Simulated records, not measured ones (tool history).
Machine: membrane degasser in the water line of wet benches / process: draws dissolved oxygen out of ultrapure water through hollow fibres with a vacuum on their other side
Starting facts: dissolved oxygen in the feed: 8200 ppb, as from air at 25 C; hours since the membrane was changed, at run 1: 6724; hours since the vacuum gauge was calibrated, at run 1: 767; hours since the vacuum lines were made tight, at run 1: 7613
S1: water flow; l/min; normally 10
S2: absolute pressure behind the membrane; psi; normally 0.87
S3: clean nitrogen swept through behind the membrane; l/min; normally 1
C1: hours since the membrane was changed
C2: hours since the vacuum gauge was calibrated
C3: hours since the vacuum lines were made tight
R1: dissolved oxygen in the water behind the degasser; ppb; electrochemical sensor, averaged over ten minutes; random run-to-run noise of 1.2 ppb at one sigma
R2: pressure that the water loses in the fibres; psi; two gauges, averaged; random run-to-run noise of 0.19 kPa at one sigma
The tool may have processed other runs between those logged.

Run 1, hour 0: usual settings; C1 6724; C2 767; C3 7613. Result: R1 111.5 ppb, R2 5.461 psi.
Run 2, hour 111.8: usual settings; C1 6836; C2 879; C3 7724. Result: R1 111.6 ppb, R2 5.497 psi.
Run 3, hour 266.7: usual settings; C1 6991; C2 1034; C3 7879. Result: R1 110.7 ppb, R2 5.488 psi.
Run 4, hour 404.4: usual settings but S2 1.337 psi; C1 7129; C2 1172; C3 8017. Result: R1 182.8 ppb, R2 5.452 psi.
Run 5, hour 604.2: usual settings; C1 7328; C2 1371; C3 8217. Result: R1 110.1 ppb, R2 5.448 psi.
Run 6, hour 772.9: usual settings but S2 2.176 psi; C1 7497; C2 1540; C3 8386. Result: R1 316 ppb, R2 5.488 psi.
Run 7, hour 872.3: usual settings but S2 2.176 psi; C1 7597; C2 1639; C3 8485. Result: R1 317.2 ppb, R2 5.458 psi.
Run 8, hour 1037.2: usual settings but S2 2.176 psi; C1 7761; C2 1804; C3 8650. Result: R1 313.4 ppb, R2 5.475 psi.
Run 9, hour 1169.3: usual settings but S2 2.176 psi; C1 7894; C2 1936; C3 8782. Result: R1 311 ppb, R2 5.427 psi.
Run 10, hour 1330.5: usual settings but S2 2.176 psi; C1 8055; C2 2098; C3 8943. Result: R1 315 ppb, R2 5.403 psi.
Run 11, hour 1446: usual settings but S2 2.176 psi; C1 8170; C2 2213; C3 9059. Result: R1 317.1 ppb, R2 5.465 psi.
Run 12, hour 1634.7: usual settings but S2 0.526 psi, S3 0.71 l/min; C1 8359; C2 2402; C3 9247. Result: R1 59.7 ppb, R2 5.436 psi.
Run 13, hour 1813.5: usual settings but S2 0.614 psi, S3 1.96 l/min; C1 8538; C2 2581; C3 9426. Result: R1 60.3 ppb, R2 5.465 psi.
Run 14, hour 2024: usual settings but S2 0.614 psi, S3 1.96 l/min; C1 8748; C2 2791; C3 9637. Result: R1 58.8 ppb, R2 5.465 psi.
Run 15, hour 2123.8: usual settings but S3 1.64 l/min; C1 8848; C2 2891; C3 9736. Result: R1 87 ppb, R2 5.451 psi.
Run 16, hour 2234.6: usual settings but S1 7 l/min, S2 1.078 psi, S3 0.83 l/min; C1 8959; C2 3002; C3 9847. Result: R1 109.7 ppb, R2 3.81 psi.
At hour 2325.9: seals of the vacuum lines changed.
Run 17, hour 2339.5: usual settings but S1 7 l/min, S2 1.294 psi, S3 2.32 l/min; C1 9062; C2 3105; C3 14. Result: R1 67.5 ppb, R2 3.806 psi.
Run 18, hour 2551.3: usual settings but S1 9 l/min, S2 2.142 psi, S3 0.48 l/min; C1 9274; C2 3316; C3 225. Result: R1 506.1 ppb, R2 4.911 psi.
Run 19, hour 2683.3: usual settings but S1 9 l/min, S2 1.004 psi, S3 0.78 l/min; C1 9406; C2 3448; C3 357. Result: R1 139.7 ppb, R2 4.923 psi.
Run 20, hour 2890.1: usual settings but S1 9 l/min, S2 1.004 psi, S3 0.78 l/min; C1 9612; C2 3655; C3 564. Result: R1 138 ppb, R2 4.904 psi.
Run 21, hour 3095.7: usual settings but S1 11 l/min; C1 9818; C2 3861; C3 770. Result: R1 126.8 ppb, R2 5.957 psi.

Alternative continuations, all from the tool just after run 21; predict every row:
Run A, hour 3207.5: usual settings but S3 0.62 l/min; C1 9930; C2 3973; C3 882. Result: R1 ?, R2 ?.
Run B, hour 3207.5: usual settings but S1 7 l/min, S2 0.795 psi, S3 0.69 l/min; C1 9930; C2 3973; C3 882. Result: R1 ?, R2 ?.
Run C, hour 3207.5: usual settings but S3 0.67 l/min; C1 9930; C2 3973; C3 882. Result: R1 ?, R2 ?.

run     R1     R2
  A  148.4  5.461
  B     79  3.777
  C  140.6  5.461
With no hidden state in the tool, these same runs would have given:
run     R1     R2
  A  148.2  5.458
  B   78.9  3.774
  C  140.4  5.458

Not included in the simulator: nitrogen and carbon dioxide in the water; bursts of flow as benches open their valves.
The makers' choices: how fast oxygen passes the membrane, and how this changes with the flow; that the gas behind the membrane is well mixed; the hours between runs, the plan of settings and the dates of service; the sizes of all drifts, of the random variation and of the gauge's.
